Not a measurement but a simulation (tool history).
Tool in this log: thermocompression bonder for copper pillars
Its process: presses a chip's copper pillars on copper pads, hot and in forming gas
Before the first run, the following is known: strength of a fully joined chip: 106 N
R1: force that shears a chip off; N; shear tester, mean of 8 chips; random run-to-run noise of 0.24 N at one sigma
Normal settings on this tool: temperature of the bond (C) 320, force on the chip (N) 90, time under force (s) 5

Run 1, hour 0: usual settings. Result: R1 62.1 N.
At hour 29.5: forming gas filter changed.
Run 2, hour 37.3: usual settings. Result: R1 63.4 N.
Run 3, hour 121.2: usual settings. Result: R1 62.5 N.
Run 4, hour 206.1: usual settings. Result: R1 61.9 N.
Run 5, hour 275.8: usual settings. Result: R1 61.9 N.
Run 6, hour 330.5: usual settings but temperature of the bond (C) 294. Result: R1 48.9 N.
At hour 338.5: forming gas filter changed.
Run 7, hour 372.7: usual settings but force on the chip (N) 128. Result: R1 76.3 N.
Run 8, hour 422.2: usual settings but temperature of the bond (C) 334. Result: R1 68.6 N.
Run 9, hour 509: usual settings but temperature of the bond (C) 334. Result: R1 68.6 N.
Run 10, hour 588.2: usual settings but force on the chip (N) 56. Result: R1 44.1 N.
At hour 642.6: forming gas filter changed.
Run 11, hour 642.6: usual settings but force on the chip (N) 56. Result: R1 45.3 N.
Run 12, hour 697.7: usual settings but temperature of the bond (C) 343. Result: R1 72.3 N.
Run 13, hour 782: usual settings. Result: R1 61.1 N.
Run 14, hour 831.8: usual settings but temperature of the bond (C) 344. Result: R1 72.2 N.
Run 15, hour 917.8: usual settings but force on the chip (N) 119. Result: R1 70.6 N.
At hour 949.4: forming gas filter changed.
Run 16, hour 986.6: usual settings but temperature of the bond (C) 324, force on the chip (N) 57, time under force (s) 4. Result: R1 43 N.
At hour 992.9: heater calibrated with a thermocouple chip.
Run 17, hour 1039.1: usual settings but temperature of the bond (C) 293, force on the chip (N) 57, time under force (s) 10. Result: R1 43.9 N.
Run 18, hour 1078.3: usual settings but temperature of the bond (C) 296, force on the chip (N) 69, time under force (s) 7. Result: R1 45.4 N.
Run 19, hour 1118: usual settings but force on the chip (N) 65, time under force (s) 6. Result: R1 51.3 N.
Run 20, hour 1187.8: usual settings but temperature of the bond (C) 305, force on the chip (N) 65, time under force (s) 12. Result: R1 56.8 N.
Run 21, hour 1225.6: usual settings but temperature of the bond (C) 305, force on the chip (N) 65, time under force (s) 12. Result: R1 56.2 N.
At hour 1261.7: heater calibrated with a thermocouple chip, once more.
At hour 1262.2: forming gas filter changed.
Run 22, hour 1273.6: usual settings but temperature of the bond (C) 345, force on the chip (N) 126. Result: R1 87.2 N.
Run 23, hour 1316.3: usual settings but temperature of the bond (C) 336, force on the chip (N) 59, time under force (s) 3. Result: R1 46.9 N.
Run 24, hour 1360.9: usual settings but temperature of the bond (C) 336, force on the chip (N) 59, time under force (s) 3. Result: R1 46.6 N.
Run 25, hour 1449.4: usual settings but temperature of the bond (C) 336, force on the chip (N) 59, time under force (s) 3. Result: R1 46.1 N.
Run 26, hour 1523.2: usual settings but temperature of the bond (C) 340, force on the chip (N) 95, time under force (s) 3. Result: R1 64.3 N.
At hour 1568.3: forming gas filter changed.
Run 27, hour 1582.4: usual settings but temperature of the bond (C) 316, force on the chip (N) 82, time under force (s) 4. Result: R1 54.8 N.
Run 28, hour 1670.4: usual settings but temperature of the bond (C) 336, force on the chip (N) 117. Result: R1 80.5 N.
Run 29, hour 1708.2: usual settings but temperature of the bond (C) 309, time under force (s) 10. Result: R1 70.7 N.
Run 30, hour 1796.4: usual settings but temperature of the bond (C) 326, force on the chip (N) 133. Result: R1 80.3 N.

Below, some changes in R1 between adjacent runs. For each, the amount present without the hidden state too (settings, incoming material, random variation) and the amount remaining for the hidden state with gauge scatter not shared by both compared results:
Unlogged tool condition in this case: true temperature of the bond over the reading, C; force that reaches the chip, % of what is set; oxide that the forming gas leaves, % of the face; drift of the gauge itself on shear_n, %.
Run 1 -> 2: forming gas filter changed. R1 +1.3 N: hidden state +1.2, all else +0.1.
Run 15 -> 16: temperature of the bond (C) 320 -> 324, force on the chip (N) 119 -> 57, time under force (s) 5 -> 4, forming gas filter changed. R1 -27.6 N: hidden state +1.5, all else -29.1.
Run 21 -> 22: temperature of the bond (C) 305 -> 345, force on the chip (N) 65 -> 126, time under force (s) 12 -> 5, heater calibrated with a thermocouple chip, once more, forming gas filter changed. R1 +31 N: hidden state +5.2, all else +25.8.
Run 22 -> 23: temperature of the bond (C) 345 -> 336, force on the chip (N) 126 -> 59, time under force (s) 5 -> 3. R1 -40.3 N: hidden state -0.2, all else -40.1.

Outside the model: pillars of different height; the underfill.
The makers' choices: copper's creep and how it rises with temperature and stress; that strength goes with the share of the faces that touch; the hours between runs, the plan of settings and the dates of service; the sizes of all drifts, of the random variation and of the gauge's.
